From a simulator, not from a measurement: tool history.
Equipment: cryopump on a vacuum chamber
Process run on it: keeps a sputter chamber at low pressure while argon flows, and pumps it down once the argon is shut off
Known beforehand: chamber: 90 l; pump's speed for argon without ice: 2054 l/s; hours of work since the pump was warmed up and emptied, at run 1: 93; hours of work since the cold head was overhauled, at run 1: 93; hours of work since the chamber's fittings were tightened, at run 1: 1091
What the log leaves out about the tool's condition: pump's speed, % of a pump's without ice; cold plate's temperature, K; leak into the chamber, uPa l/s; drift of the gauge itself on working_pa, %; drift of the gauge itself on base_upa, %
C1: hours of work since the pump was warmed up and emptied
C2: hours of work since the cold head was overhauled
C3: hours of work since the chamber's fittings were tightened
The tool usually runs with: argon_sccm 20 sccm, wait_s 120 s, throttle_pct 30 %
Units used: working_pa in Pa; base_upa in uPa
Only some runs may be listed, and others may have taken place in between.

run 1 hour=0 | argon_sccm=20 wait_s=120 throttle_pct=30 | C1=93 C2=93 C3=1091 | working_pa=0.0554 base_upa=1.68
run 2 hour=50.9 | argon_sccm=20 wait_s=76 throttle_pct=30 | C1=118 C2=118 C3=1116 | working_pa=0.056 base_upa=2.08
run 3 hour=90.8 | argon_sccm=20 wait_s=76 throttle_pct=30 | C1=137 C2=137 C3=1135 | working_pa=0.0565 base_upa=2.03
run 4 hour=159.6 | argon_sccm=20 wait_s=76 throttle_pct=30 | C1=170 C2=170 C3=1168 | working_pa=0.056 base_upa=2.09
run 5 hour=209.5 | argon_sccm=20 wait_s=27 throttle_pct=30 | C1=195 C2=195 C3=1193 | working_pa=0.0569 base_upa=3.68
run 6 hour=259.5 | argon_sccm=20 wait_s=120 throttle_pct=30 | C1=219 C2=219 C3=1217 | working_pa=0.0561 base_upa=1.83
run 7 hour=330 | argon_sccm=10 wait_s=22 throttle_pct=42 | C1=253 C2=253 C3=1251 | working_pa=0.0205 base_upa=4.3
run 8 hour=377.5 | argon_sccm=17 wait_s=22 throttle_pct=20 | C1=276 C2=276 C3=1274 | working_pa=0.0722 base_upa=4.48
run 9 hour=427.9 | argon_sccm=17 wait_s=22 throttle_pct=20 | C1=300 C2=300 C3=1298 | working_pa=0.0711 base_upa=4.39
run 10 hour=479.3 | argon_sccm=14 wait_s=120 throttle_pct=30 | C1=325 C2=325 C3=1323 | working_pa=0.0397 base_upa=1.97
run 11 hour=548.8 | argon_sccm=14 wait_s=120 throttle_pct=30 | C1=359 C2=359 C3=1357 | working_pa=0.0404 base_upa=2.06

Alternative continuations, all from the tool just after run 11; predict every row:
run A hour=611.6 | argon_sccm=20 wait_s=45 throttle_pct=30 | C1=389 C2=389 C3=1387 | working_pa=? base_upa=?
run B hour=611.6 | argon_sccm=20 wait_s=120 throttle_pct=26 | C1=389 C2=389 C3=1387 | working_pa=? base_upa=?
run C hour=611.6 | argon_sccm=21 wait_s=120 throttle_pct=30 | C1=389 C2=389 C3=1387 | working_pa=? base_upa=?
run D hour=611.6 | argon_sccm=14 wait_s=120 throttle_pct=55 | C1=389 C2=389 C3=1387 | working_pa=? base_upa=?

run=A working_pa=0.0582 base_upa=2.98
run=B working_pa=0.0663 base_upa=2.13
run=C working_pa=0.0602 base_upa=2.1
run=D working_pa=0.0234 base_upa=2.1
The same runs, with their run-to-run variation unchanged, on a tool lacking any hidden condition would have given:
run=A working_pa=0.0551 base_upa=1.6
run=B working_pa=0.0631 base_upa=0.7
run=C working_pa=0.0569 base_upa=0.69
run=D working_pa=0.0212 base_upa=0.69
